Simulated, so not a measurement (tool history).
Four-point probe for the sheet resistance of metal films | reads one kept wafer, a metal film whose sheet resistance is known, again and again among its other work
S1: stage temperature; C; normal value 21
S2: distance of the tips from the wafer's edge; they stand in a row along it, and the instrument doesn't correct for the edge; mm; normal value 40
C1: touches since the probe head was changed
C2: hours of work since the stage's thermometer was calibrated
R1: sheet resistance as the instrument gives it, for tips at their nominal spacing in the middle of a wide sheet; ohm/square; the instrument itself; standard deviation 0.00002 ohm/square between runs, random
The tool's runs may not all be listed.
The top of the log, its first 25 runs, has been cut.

run	day	S1	S2	C1	C2	R1
26	17.238	20	3	35754	812	0.105121
27	17.829	26	4	36146	820	0.103250
28	18.525	25	19	36607	829	0.100108
29	19.250	18	9	37085	839	0.100080
30	20.125	31	55	37665	851	0.100438
31	20.562	22	68	37957	857	0.099709
32	21.475	22	68	38560	869	0.099736
33	21.967	21	6	38887	876	0.101161
34	22.808	24	7	39443	887	0.100958

4 options for the next run, each taken on its own from the tool as it stands now. Forecast them:
A	23.412	26	7	39843	895	?
B	23.412	34	34	39843	895	?
C	23.412	21	16	39843	895	?
D	23.412	24	12	39843	895	?

run	R1
A	0.101111
B	0.100687
C	0.099822
D	0.100256
With the hidden condition removed and each run's random variation left untouched, the same runs would have given:
run	R1
A	0.101114
B	0.100690
C	0.099824
D	0.100259

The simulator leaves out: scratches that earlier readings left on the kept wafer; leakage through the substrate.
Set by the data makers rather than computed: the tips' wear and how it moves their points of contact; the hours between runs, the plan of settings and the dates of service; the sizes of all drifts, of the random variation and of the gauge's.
